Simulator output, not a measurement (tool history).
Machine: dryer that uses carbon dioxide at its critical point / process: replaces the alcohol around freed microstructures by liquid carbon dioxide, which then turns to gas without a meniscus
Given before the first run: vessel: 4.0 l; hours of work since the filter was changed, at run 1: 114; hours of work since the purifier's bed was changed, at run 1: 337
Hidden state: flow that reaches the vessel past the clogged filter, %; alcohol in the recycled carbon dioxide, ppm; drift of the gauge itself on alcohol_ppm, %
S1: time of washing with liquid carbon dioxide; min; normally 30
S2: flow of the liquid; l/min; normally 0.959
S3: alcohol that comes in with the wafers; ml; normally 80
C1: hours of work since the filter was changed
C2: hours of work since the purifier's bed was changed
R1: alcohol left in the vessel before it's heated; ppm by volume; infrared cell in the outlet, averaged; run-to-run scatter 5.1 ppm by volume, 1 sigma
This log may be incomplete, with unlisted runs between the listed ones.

Run 1, hour 0: usual settings; C1 114; C2 337. Result: R1 136 ppm by volume.
Run 2, hour 17.9: usual settings; C1 126; C2 349. Result: R1 140 ppm by volume.
Run 3, hour 33.2: usual settings; C1 136; C2 359. Result: R1 131 ppm by volume.
Run 4, hour 47.8: usual settings; C1 146; C2 369. Result: R1 146 ppm by volume.
Run 5, hour 58.1: usual settings; C1 153; C2 376. Result: R1 151 ppm by volume.
Run 6, hour 75.1: usual settings; C1 164; C2 387. Result: R1 146 ppm by volume.
Run 7, hour 90.9: usual settings; C1 175; C2 398. Result: R1 145 ppm by volume.
Run 8, hour 115: usual settings but S1 33 min; C1 191; C2 414. Result: R1 109 ppm by volume.
Run 9, hour 138.3: usual settings but S1 33 min; C1 207; C2 430. Result: R1 109 ppm by volume.
Run 10, hour 159.4: usual settings; C1 221; C2 444. Result: R1 156 ppm by volume.
Run 11, hour 175.1: usual settings; C1 231; C2 454. Result: R1 153 ppm by volume.
Run 12, hour 192.8: usual settings; C1 243; C2 466. Result: R1 162 ppm by volume.
At hour 198.8: inlet filter changed.
Run 13, hour 214.8: usual settings but S3 99 ml; C1 11; C2 480. Result: R1 154 ppm by volume.
Run 14, hour 238.2: usual settings; C1 26; C2 496. Result: R1 127 ppm by volume.
Run 15, hour 259.3: usual settings; C1 41; C2 510. Result: R1 142 ppm by volume.
Run 16, hour 269.7: usual settings but S1 26 min, S2 0.677 l/min, S3 31 ml; C1 48; C2 517. Result: R1 325 ppm by volume.
Run 17, hour 283.1: usual settings but S1 46 min, S2 0.699 l/min, S3 55 ml; C1 57; C2 526. Result: R1 92 ppm by volume.
Run 18, hour 296.4: usual settings but S1 23 min, S2 0.699 l/min, S3 93 ml; C1 65; C2 535. Result: R1 1041 ppm by volume.
Run 19, hour 313: usual settings but S3 20 ml; C1 77; C2 546. Result: R1 89 ppm by volume.
At hour 338.1: purifier's bed changed.
Run 20, hour 340.3: usual settings but S1 18 min, S2 0.926 l/min, S3 50 ml; C1 93; C2 1. Result: R1 512 ppm by volume.
Run 21, hour 361.8: usual settings but S1 22 min, S2 0.953 l/min, S3 72 ml; C1 107; C2 16. Result: R1 335 ppm by volume.
Run 22, hour 382.8: usual settings but S1 22 min, S2 1.491 l/min, S3 38 ml; C1 121; C2 30. Result: R1 27 ppm by volume.
Run 23, hour 405.4: usual settings but S1 21 min, S2 0.86 l/min, S3 79 ml; C1 136; C2 45. Result: R1 625 ppm by volume.
Run 24, hour 424.3: usual settings but S1 40 min, S2 1.15 l/min, S3 74 ml; C1 149; C2 58. Result: R1 17 ppm by volume.
Run 25, hour 441.9: usual settings but S1 31 min, S2 0.595 l/min, S3 28 ml; C1 161; C2 70. Result: R1 207 ppm by volume.
Run 26, hour 463: usual settings but S1 22 min, S2 1.194 l/min, S3 50 ml; C1 175; C2 84. Result: R1 115 ppm by volume.
Run 27, hour 480: usual settings but S1 22 min, S2 1.194 l/min, S3 50 ml; C1 187; C2 95. Result: R1 117 ppm by volume.
Run 28, hour 501.2: usual settings but S1 44 min, S2 0.643 l/min, S3 40 ml; C1 201; C2 109. Result: R1 72 ppm by volume.
Run 29, hour 519.2: usual settings but S3 21 ml; C1 213; C2 121. Result: R1 43 ppm by volume.
Run 30, hour 529.7: usual settings but S1 24 min, S2 1.041 l/min, S3 40 ml; C1 220; C2 128. Result: R1 117 ppm by volume.

Forecast each of these 5 alternatives for the next run:
Run A, hour 547.1: usual settings but S1 19 min, S3 92 ml; C1 232; C2 140. Result: R1 ?.
Run B, hour 547.1: usual settings but S1 24 min, S2 1.041 l/min, S3 43 ml; C1 232; C2 140. Result: R1 ?.
Run C, hour 547.1: usual settings but S2 1.434 l/min; C1 232; C2 140. Result: R1 ?.
Run D, hour 547.1: usual settings but S1 40 min, S2 1.041 l/min, S3 89 ml; C1 232; C2 140. Result: R1 ?.
Run E, hour 547.1: usual settings but S1 34 min, S2 1.114 l/min, S3 56 ml; C1 232; C2 140. Result: R1 ?.

run   R1
  A  785
  B  130
  C   33
  D   37
  E   37
With no hidden state in the tool, these same runs would have given:
run   R1
  A  618
  B   83
  C   10
  D   14
  E   13

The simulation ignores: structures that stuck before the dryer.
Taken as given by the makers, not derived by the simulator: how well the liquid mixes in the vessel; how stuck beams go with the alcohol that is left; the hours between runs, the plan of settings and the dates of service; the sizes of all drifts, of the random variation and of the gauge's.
